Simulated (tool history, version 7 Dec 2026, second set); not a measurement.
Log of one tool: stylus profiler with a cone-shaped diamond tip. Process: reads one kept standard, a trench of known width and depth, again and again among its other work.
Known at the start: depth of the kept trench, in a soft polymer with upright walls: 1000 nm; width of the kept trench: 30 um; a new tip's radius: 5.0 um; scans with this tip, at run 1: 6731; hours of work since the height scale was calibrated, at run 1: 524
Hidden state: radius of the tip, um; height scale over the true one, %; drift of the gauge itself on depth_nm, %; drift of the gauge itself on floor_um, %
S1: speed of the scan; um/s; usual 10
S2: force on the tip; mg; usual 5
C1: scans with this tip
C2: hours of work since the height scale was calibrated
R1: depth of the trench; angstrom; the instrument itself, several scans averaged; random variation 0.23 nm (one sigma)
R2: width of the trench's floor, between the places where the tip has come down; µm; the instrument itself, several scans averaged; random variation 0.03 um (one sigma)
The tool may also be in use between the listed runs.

| run | hour | S1 | S2 | C1 | C2 | R1 | R2 |
|---|---|---|---|---|---|---|---|
| 1 | 0 | 10 | 5 | 6731 | 524 | 10266.4 | 22.64 |
| 2 | 61.7 | 10 | 5 | 7101 | 553 | 10267.3 | 22.61 |
| 3 | 119.8 | 10 | 5 | 7450 | 580 | 10269.6 | 22.55 |
| 4 | 182.5 | 10 | 5 | 7826 | 609 | 10267.9 | 22.49 |
| 5 | 216.7 | 10 | 5 | 8032 | 626 | 10266.1 | 22.4 |
| 6 | 282.8 | 10 | 5 | 8428 | 656 | 10274.4 | 22.45 |
| 7 | 317.6 | 10 | 5 | 8637 | 673 | 10275.3 | 22.3 |
| 8 | 376.2 | 10 | 5 | 8989 | 700 | 10274.4 | 22.24 |
| 9 | 440.6 | 10 | 5 | 9375 | 730 | 10278 | 22.16 |
| 10 | 486 | 10 | 5 | 9648 | 751 | 10273.8 | 22.12 |
|  | 489.9 | height scale calibrated on a step standard |
| 11 | 545.7 | 18 | 2.18 | 10003 | 26 | 10184.1 | 21.99 |
| 12 | 597.2 | 18 | 2.18 | 10312 | 50 | 10187.8 | 21.87 |
| 13 | 660.9 | 18 | 2.18 | 10694 | 80 | 10184.7 | 21.9 |
|  | 684.1 | height scale calibrated on a step standard, once more |
| 14 | 697.2 | 18 | 2.18 | 10910 | 6 | 10145.6 | 21.84 |
| 15 | 740.7 | 8 | 8.34 | 11170 | 26 | 10361.9 | 21.87 |
| 16 | 786.7 | 8 | 8.34 | 11446 | 48 | 10356.1 | 21.79 |

4 ways to go on from here, each from the tool as it stands after run 16. What would each give?
| A | 827.9 | 35 | 8.34 | 11694 | 67 | ? | ? |
| B | 827.9 | 5 | 6.74 | 11694 | 67 | ? | ? |
| C | 827.9 | 30 | 3.23 | 11694 | 67 | ? | ? |
| D | 827.9 | 10 | 4.09 | 11694 | 67 | ? | ? |

| run | R1 | R2 |
|---|---|---|
| A | 10364.7 | 21.77 |
| B | 10314.6 | 21.81 |
| C | 10187.5 | 21.65 |
| D | 10225.6 | 21.78 |
Without the tool's hidden state the same runs would have given:
| run | R1 | R2 |
|---|---|---|
| A | 10362.5 | 23.96 |
| B | 10312.5 | 24.01 |
| C | 10185.4 | 23.85 |
| D | 10223.4 | 23.98 |
